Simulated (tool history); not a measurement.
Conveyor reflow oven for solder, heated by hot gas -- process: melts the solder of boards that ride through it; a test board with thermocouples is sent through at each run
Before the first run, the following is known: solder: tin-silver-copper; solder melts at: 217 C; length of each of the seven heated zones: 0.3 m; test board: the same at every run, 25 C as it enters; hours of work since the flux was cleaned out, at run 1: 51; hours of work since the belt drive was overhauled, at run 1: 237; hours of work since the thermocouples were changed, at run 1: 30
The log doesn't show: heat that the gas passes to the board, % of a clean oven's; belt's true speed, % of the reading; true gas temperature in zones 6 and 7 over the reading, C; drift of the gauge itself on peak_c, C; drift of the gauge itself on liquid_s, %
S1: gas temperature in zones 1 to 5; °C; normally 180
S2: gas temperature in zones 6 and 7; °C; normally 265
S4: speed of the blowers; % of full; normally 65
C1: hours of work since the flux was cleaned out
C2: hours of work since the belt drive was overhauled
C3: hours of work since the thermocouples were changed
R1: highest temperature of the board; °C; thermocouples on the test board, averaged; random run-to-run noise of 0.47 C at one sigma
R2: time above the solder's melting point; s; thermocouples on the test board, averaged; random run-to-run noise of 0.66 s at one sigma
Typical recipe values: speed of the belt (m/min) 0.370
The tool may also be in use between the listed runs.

Run 1, hour 0.0: usual settings; C1 51; C2 237; C3 30. Result: R1 249.0 °C, R2 71.2 s.
Run 2, hour 5.4: usual settings; C1 54; C2 240; C3 33. Result: R1 248.4 °C, R2 72.1 s.
Run 3, hour 10.8: usual settings; C1 57; C2 242; C3 35. Result: R1 248.5 °C, R2 71.2 s.
Run 4, hour 16.6: usual settings; C1 60; C2 245; C3 38. Result: R1 249.2 °C, R2 72.2 s.
Run 5, hour 24.3: usual settings; C1 64; C2 250; C3 43. Result: R1 248.9 °C, R2 71.7 s.
Run 6, hour 33.4: usual settings but S4 77 % of full; C1 69; C2 254; C3 47. Result: R1 249.9 °C, R2 75.2 s.
Run 7, hour 41.7: usual settings but S4 77 % of full; C1 73; C2 259; C3 52. Result: R1 251.1 °C, R2 74.6 s.
Run 8, hour 50.6: usual settings but S4 86 % of full; C1 78; C2 263; C3 56. Result: R1 251.8 °C, R2 77.2 s.
Run 9, hour 55.8: usual settings but S4 86 % of full; C1 81; C2 266; C3 59. Result: R1 251.7 °C, R2 75.3 s.
Run 10, hour 59.6: usual settings but S4 86 % of full; C1 83; C2 268; C3 61. Result: R1 252.2 °C, R2 75.9 s.
Run 11, hour 63.5: usual settings but S4 86 % of full; C1 85; C2 270; C3 63. Result: R1 251.4 °C, R2 75.6 s.
Run 12, hour 71.3: usual settings but S4 86 % of full; C1 89; C2 274; C3 67. Result: R1 252.0 °C, R2 74.8 s.
Run 13, hour 80.1: usual settings but S4 86 % of full; C1 94; C2 279; C3 72. Result: R1 251.8 °C, R2 75.4 s.
Run 14, hour 86.2: usual settings but S1 183 °C, S2 276 °C, speed of the belt (m/min) 0.343, S4 56 % of full; C1 97; C2 282; C3 75. Result: R1 258.8 °C, R2 87.8 s.
Run 15, hour 91.3: usual settings but S1 168 °C, S2 270 °C; C1 99; C2 285; C3 78. Result: R1 250.2 °C, R2 66.4 s.
Run 16, hour 97.7: usual settings but S1 184 °C, S2 264 °C, speed of the belt (m/min) 0.417, S4 60 % of full; C1 103; C2 288; C3 81. Result: R1 243.1 °C, R2 59.0 s.
Run 17, hour 105.1: usual settings but S1 171 °C; C1 107; C2 292; C3 85. Result: R1 246.1 °C, R2 65.5 s.
Run 18, hour 114.1: usual settings but S1 190 °C, S2 270 °C, speed of the belt (m/min) 0.409, S4 85 % of full; C1 111; C2 297; C3 90. Result: R1 255.1 °C, R2 76.0 s.
Run 19, hour 120.1: usual settings but S1 168 °C, S2 258 °C, speed of the belt (m/min) 0.366, S4 90 % of full; C1 115; C2 300; C3 93. Result: R1 244.1 °C, R2 64.2 s.
Run 20, hour 126.1: usual settings but S1 168 °C, S2 258 °C, speed of the belt (m/min) 0.366, S4 90 % of full; C1 118; C2 303; C3 96. Result: R1 244.2 °C, R2 64.0 s.
Run 21, hour 132.1: usual settings but S1 168 °C, S2 258 °C, speed of the belt (m/min) 0.366, S4 90 % of full; C1 121; C2 306; C3 99. Result: R1 244.1 °C, R2 65.0 s.
Run 22, hour 140.3: usual settings but S1 168 °C, S2 258 °C, speed of the belt (m/min) 0.366, S4 90 % of full; C1 125; C2 311; C3 103. Result: R1 244.3 °C, R2 64.1 s.
Run 23, hour 146.1: usual settings but S1 173 °C, S2 258 °C, speed of the belt (m/min) 0.366, S4 79 % of full; C1 128; C2 314; C3 107. Result: R1 243.7 °C, R2 63.7 s.

Measured less the same run without the tool's hidden state. The same run-to-run variation is in both; the gauge's scatter may not be:
run    R1    R2
  1  -0.4  -0.4
  2  -0.4  -0.5
  3  -0.5  -0.5
  4  -0.5  -0.5
  5  -0.5  -0.6
  6  -0.6  -0.5
  7  -0.6  -0.6
  8  -0.6  -0.5
  9  -0.7  -0.6
 10  -0.6  -0.6
 11  -0.7  -0.6
 12  -0.7  -0.7
 13  -0.7  -0.7
 14  -0.7  -0.5
 15  -0.8  -0.8
 16  -0.8  -1.0
 17  -0.9  -1.0
 18  -0.9  -0.6
 19  -0.9  -1.3
 20  -0.9  -1.2
 21  -1.0  -1.3
 22  -1.0  -1.3
 23  -0.9  -1.3
